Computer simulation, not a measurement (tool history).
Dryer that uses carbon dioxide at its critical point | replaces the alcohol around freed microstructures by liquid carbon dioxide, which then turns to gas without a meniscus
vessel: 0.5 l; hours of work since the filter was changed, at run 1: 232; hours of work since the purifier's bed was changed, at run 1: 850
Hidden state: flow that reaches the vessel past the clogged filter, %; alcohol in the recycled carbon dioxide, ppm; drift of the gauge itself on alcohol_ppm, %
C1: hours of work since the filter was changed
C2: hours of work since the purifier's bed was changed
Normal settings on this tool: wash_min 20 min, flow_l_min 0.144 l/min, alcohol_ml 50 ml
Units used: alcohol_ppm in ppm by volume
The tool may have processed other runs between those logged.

run 1 hour=0.0 | wash_min=20 flow_l_min=0.144 alcohol_ml=50 | C1=232 C2=850 | alcohol_ppm=818
run 2 hour=44.7 | wash_min=30 flow_l_min=0.144 alcohol_ml=50 | C1=258 C2=876 | alcohol_ppm=239
run 3 hour=74.6 | wash_min=30 flow_l_min=0.144 alcohol_ml=50 | C1=275 C2=894 | alcohol_ppm=250
run 4 hour=113.4 | wash_min=30 flow_l_min=0.144 alcohol_ml=50 | C1=298 C2=917 | alcohol_ppm=258
run 5 hour=162.2 | wash_min=30 flow_l_min=0.144 alcohol_ml=50 | C1=327 C2=945 | alcohol_ppm=260
run 6 hour=198.2 | wash_min=20 flow_l_min=0.144 alcohol_ml=50 | C1=348 C2=966 | alcohol_ppm=964
run 7 hour=223.0 | wash_min=20 flow_l_min=0.144 alcohol_ml=50 | C1=362 C2=981 | alcohol_ppm=980
-- hour=253.3 purifier's bed changed
run 8 hour=258.0 | wash_min=20 flow_l_min=0.144 alcohol_ml=50 | C1=381 C2=3 | alcohol_ppm=804
run 9 hour=306.5 | wash_min=19 flow_l_min=0.144 alcohol_ml=50 | C1=409 C2=31 | alcohol_ppm=1100
run 10 hour=358.3 | wash_min=19 flow_l_min=0.144 alcohol_ml=50 | C1=439 C2=61 | alcohol_ppm=1156
run 11 hour=391.6 | wash_min=19 flow_l_min=0.144 alcohol_ml=50 | C1=459 C2=81 | alcohol_ppm=1232
run 12 hour=444.8 | wash_min=19 flow_l_min=0.144 alcohol_ml=50 | C1=490 C2=112 | alcohol_ppm=1240
run 13 hour=470.0 | wash_min=19 flow_l_min=0.144 alcohol_ml=50 | C1=505 C2=127 | alcohol_ppm=1280
-- hour=513.3 inlet filter changed
run 14 hour=522.7 | wash_min=19 flow_l_min=0.144 alcohol_ml=50 | C1=5 C2=157 | alcohol_ppm=595
run 15 hour=574.7 | wash_min=19 flow_l_min=0.144 alcohol_ml=50 | C1=36 C2=187 | alcohol_ppm=658
run 16 hour=622.7 | wash_min=20 flow_l_min=0.144 alcohol_ml=50 | C1=64 C2=215 | alcohol_ppm=531
run 17 hour=668.7 | wash_min=20 flow_l_min=0.144 alcohol_ml=50 | C1=91 C2=242 | alcohol_ppm=584
run 18 hour=696.9 | wash_min=20 flow_l_min=0.144 alcohol_ml=50 | C1=107 C2=258 | alcohol_ppm=561
run 19 hour=728.9 | wash_min=19 flow_l_min=0.144 alcohol_ml=46 | C1=126 C2=277 | alcohol_ppm=728
run 20 hour=764.0 | wash_min=27 flow_l_min=0.144 alcohol_ml=49 | C1=146 C2=298 | alcohol_ppm=153
run 21 hour=787.4 | wash_min=13 flow_l_min=0.186 alcohol_ml=22 | C1=160 C2=311 | alcohol_ppm=678
run 22 hour=814.0 | wash_min=13 flow_l_min=0.186 alcohol_ml=22 | C1=176 C2=327 | alcohol_ppm=697
run 23 hour=857.5 | wash_min=13 flow_l_min=0.186 alcohol_ml=22 | C1=201 C2=352 | alcohol_ppm=729
run 24 hour=884.1 | wash_min=13 flow_l_min=0.186 alcohol_ml=22 | C1=217 C2=368 | alcohol_ppm=725
run 25 hour=934.3 | wash_min=13 flow_l_min=0.186 alcohol_ml=22 | C1=246 C2=397 | alcohol_ppm=771
run 26 hour=966.9 | wash_min=13 flow_l_min=0.212 alcohol_ml=22 | C1=265 C2=416 | alcohol_ppm=511
run 27 hour=1003.9 | wash_min=28 flow_l_min=0.110 alcohol_ml=64 | C1=286 C2=438 | alcohol_ppm=707
run 28 hour=1043.3 | wash_min=26 flow_l_min=0.149 alcohol_ml=46 | C1=309 C2=461 | alcohol_ppm=227
run 29 hour=1087.3 | wash_min=26 flow_l_min=0.088 alcohol_ml=58 | C1=335 C2=486 | alcohol_ppm=2352
run 30 hour=1124.1 | wash_min=26 flow_l_min=0.088 alcohol_ml=58 | C1=357 C2=508 | alcohol_ppm=2419
run 31 hour=1146.0 | wash_min=20 flow_l_min=0.132 alcohol_ml=50 | C1=369 C2=521 | alcohol_ppm=1339
run 32 hour=1185.9 | wash_min=20 flow_l_min=0.125 alcohol_ml=43 | C1=393 C2=544 | alcohol_ppm=1498
run 33 hour=1237.6 | wash_min=20 flow_l_min=0.125 alcohol_ml=43 | C1=423 C2=574 | alcohol_ppm=1570

What if the next run were any one of these 3? Each begins from the tool's condition after run 33:
run A hour=1262.2 | wash_min=17 flow_l_min=0.153 alcohol_ml=28 | C1=437 C2=589 | alcohol_ppm=?
run B hour=1262.2 | wash_min=31 flow_l_min=0.193 alcohol_ml=41 | C1=437 C2=589 | alcohol_ppm=?
run C hour=1262.2 | wash_min=17 flow_l_min=0.136 alcohol_ml=50 | C1=437 C2=589 | alcohol_ppm=?

run=A alcohol_ppm=985
run=B alcohol_ppm=132
run=C alcohol_ppm=2428
Stripped of hidden state, with their random variation kept, the same runs would have yielded:
run=A alcohol_ppm=417
run=B alcohol_ppm=7
run=C alcohol_ppm=1200
